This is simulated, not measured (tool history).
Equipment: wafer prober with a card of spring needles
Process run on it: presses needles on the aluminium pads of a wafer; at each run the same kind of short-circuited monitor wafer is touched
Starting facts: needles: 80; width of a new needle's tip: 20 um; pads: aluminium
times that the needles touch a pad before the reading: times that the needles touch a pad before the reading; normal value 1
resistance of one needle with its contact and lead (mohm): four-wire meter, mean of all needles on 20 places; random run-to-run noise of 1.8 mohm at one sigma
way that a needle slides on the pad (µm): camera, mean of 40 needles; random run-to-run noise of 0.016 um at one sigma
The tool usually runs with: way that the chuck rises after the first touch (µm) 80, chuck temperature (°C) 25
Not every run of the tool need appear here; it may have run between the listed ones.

run	hour	way that the chuck rises after the first touch (µm)	chuck temperature (°C)	times that the needles touch a pad before the reading	resistance of one needle with its contact and lead (mohm)	way that a needle slides on the pad (µm)
1	0	80	25	1	197	14.3
# hour 12.1: tips cleaned on abrasive film
# hour 20.6: height of the first contact set anew
# hour 25.6: tips cleaned on abrasive film
# hour 39.1: tips cleaned on abrasive film
2	39.1	80	35	1	197	14.27
# hour 52.4: tips cleaned on abrasive film
# hour 65: tips cleaned on abrasive film
3	73.5	77	25	1	195	13.76
# hour 78.6: tips cleaned on abrasive film
# hour 92.3: tips cleaned on abrasive film
4	96.4	80	66	1	202	14.3
# hour 104.2: tips cleaned on abrasive film
# hour 116.4: tips cleaned on abrasive film
5	120	80	66	1	205	14.25
# hour 128.6: tips cleaned on abrasive film
# hour 141.2: tips cleaned on abrasive film
6	152.4	80	25	1	195	14.31
# hour 155.3: tips cleaned on abrasive film
# hour 167.9: tips cleaned on abrasive film
7	176.7	80	25	1	193	14.27
# hour 181.9: tips cleaned on abrasive film
# hour 193.9: tips cleaned on abrasive film
# hour 205.3: tips cleaned on abrasive film
# hour 217.6: tips cleaned on abrasive film
8	218.3	80	25	1	192	14.28
# hour 230.8: tips cleaned on abrasive film
# hour 244.2: tips cleaned on abrasive film
# hour 255.7: tips cleaned on abrasive film
9	255.7	80	25	1	190	14.31
# hour 269.1: tips cleaned on abrasive film
# hour 282.4: tips cleaned on abrasive film
10	282.7	80	25	1	192	14.27
# hour 293.9: tips cleaned on abrasive film
# hour 307.1: tips cleaned on abrasive film
# hour 311.8: height of the first contact set anew
11	318.6	80	25	1	193	14.29
# hour 321.5: tips cleaned on abrasive film
# hour 333.9: tips cleaned on abrasive film
# hour 346.8: tips cleaned on abrasive film
12	346.8	80	25	1	194	14.29
# hour 359.7: tips cleaned on abrasive film
# hour 372.5: tips cleaned on abrasive film
13	377.9	80	25	1	191	14.29
# hour 385.6: tips cleaned on abrasive film
# hour 398.4: tips cleaned on abrasive film
14	400.3	80	25	1	192	14.3
# hour 411: tips cleaned on abrasive film
15	418.5	80	25	1	192	14.31
# hour 423.8: tips cleaned on abrasive film
# hour 437.5: tips cleaned on abrasive film
# hour 449.3: tips cleaned on abrasive film
16	454.8	64	116	3	220	11.45
# hour 462: tips cleaned on abrasive film
# hour 474.9: tips cleaned on abrasive film
# hour 487.7: tips cleaned on abrasive film
17	487.7	64	116	3	221	11.4
# hour 499.9: tips cleaned on abrasive film
18	510.4	92	25	2	193	16.46
# hour 513.4: tips cleaned on abrasive film
# hour 524.7: tips cleaned on abrasive film
# hour 537.6: tips cleaned on abrasive film
19	541.6	96	83	1	203	17.14
# hour 551.2: tips cleaned on abrasive film
# hour 565.1: tips cleaned on abrasive film
# hour 577.4: tips cleaned on abrasive film
20	581.6	96	83	1	200	17.18
# hour 590.2: tips cleaned on abrasive film
# hour 601.3: height of the first contact set anew
# hour 604.2: tips cleaned on abrasive film
# hour 616.6: tips cleaned on abrasive film
21	616.6	96	54	3	193	17.17
# hour 628.2: tips cleaned on abrasive film
# hour 641.7: tips cleaned on abrasive film
22	646.1	96	54	3	198	17.13
# hour 653.8: tips cleaned on abrasive film
23	664.1	74	60	3	206	13.23
# hour 667: tips cleaned on abrasive film
# hour 680.5: tips cleaned on abrasive film
# hour 693.5: tips cleaned on abrasive film
24	702.4	66	25	1	196	11.74
# hour 705.3: tips cleaned on abrasive film
# hour 718.2: tips cleaned on abrasive film
# hour 730: tips cleaned on abrasive film
25	730	63	25	1	200	11.25
# hour 743.6: tips cleaned on abrasive film
# hour 754.9: tips cleaned on abrasive film
26	758.8	75	56	1	200	13.41

What does the tool deliver on the next run?
# hour 768.5: tips cleaned on abrasive film
27	778.5	95	115	1	?	?

resistance of one needle with its contact and lead (mohm): 213
way that a needle slides on the pad (µm): 16.98
Had the tool carried no hidden state, the very same run would have given resistance of one needle with its contact and lead (mohm) 212, way that a needle slides on the pad (µm) 16.98.
